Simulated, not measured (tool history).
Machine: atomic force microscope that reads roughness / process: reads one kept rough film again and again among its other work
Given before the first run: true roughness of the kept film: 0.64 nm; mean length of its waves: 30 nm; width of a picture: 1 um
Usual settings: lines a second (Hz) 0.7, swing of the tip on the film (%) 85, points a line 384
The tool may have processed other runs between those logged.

run    day  lines a second (Hz)  swing of the tip on the film (%)  points a line  roughness of the kept film (nm (root mean square))
  1      0                  0.7                                85            384                                              0.5916
  2  0.321                  0.7                                85            384                                              0.5911
  3  0.654                  0.7                                85            384                                              0.5903
  4  0.879                  0.7                                85            384                                              0.5915
  5  1.212                  0.7                                85            384                                              0.5902
  6  1.546                  0.7                                85            384                                              0.5905
  7  2.017                  0.7                                85            384                                               0.591
  8  2.425                  0.7                                85            384                                              0.5889
  9  2.762                1.608                                85            384                                               0.555
 10  3.046                1.608                                85            384                                              0.5553
 11  3.425                1.608                                85            384                                               0.555
 12  3.796                1.608                                89            384                                              0.5437
 13  4.229                 2.63                                89            384                                              0.5049
 14  4.454                 2.63                                89            384                                              0.5043
 15  4.725                1.879                                63            783                                              0.5971
 16  5.038                2.214                                89            974                                              0.5227
     5.146  -- new tip fitted
 17  5.425                0.515                                85            780                                               0.606

What does the tool deliver on the next run?
 18  5.683                1.759                                74            637                                                   ?

Run 18 yielded roughness of the kept film (nm (root mean square)) 0.5862.
Without the tool's hidden state the same run would have given roughness of the kept film (nm (root mean square)) 0.5874.
